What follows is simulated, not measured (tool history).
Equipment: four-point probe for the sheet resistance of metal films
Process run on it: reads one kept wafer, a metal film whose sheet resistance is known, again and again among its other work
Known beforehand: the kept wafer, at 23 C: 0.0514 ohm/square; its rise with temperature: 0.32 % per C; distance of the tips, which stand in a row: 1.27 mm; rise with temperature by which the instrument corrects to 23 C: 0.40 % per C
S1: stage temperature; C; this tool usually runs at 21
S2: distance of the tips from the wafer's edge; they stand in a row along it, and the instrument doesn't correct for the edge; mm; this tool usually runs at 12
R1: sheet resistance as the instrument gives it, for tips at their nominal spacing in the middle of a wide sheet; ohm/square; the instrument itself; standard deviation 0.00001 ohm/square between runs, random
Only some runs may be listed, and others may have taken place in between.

run,hour,S1,S2,R1
1,0.0,21,12,0.052437
2,97.7,21,12,0.052437
3,170.6,21,4,0.054809
4,230.5,21,4,0.054812
5,282.1,21,4,0.054805
6,393.4,21,58,0.052160
7,486.2,21,58,0.052180
# hour 555.1: stage's thermometer calibrated
8,592.8,21,58,0.052242
9,661.0,25,58,0.052075
10,706.2,25,58,0.052082
11,782.2,29,52,0.051930
12,831.6,22,17,0.052395
# hour 849.5: stage's thermometer calibrated, once more
13,913.2,22,17,0.052198
14,991.5,27,16,0.052001
15,1101.5,27,16,0.052027
16,1150.7,25,7,0.052841
17,1252.1,26,26,0.051982
18,1341.8,26,26,0.051969

Alternative continuations, all from the tool just after run 18; predict every row:
A,1421.7,26,4,?
B,1421.7,20,58,?
C,1421.7,26,12,?

run,R1
A,0.054579
B,0.052172
C,0.052226
Had the tool no hidden state, the same runs would have come out as:
run,R1
A,0.053906
B,0.051526
C,0.051580
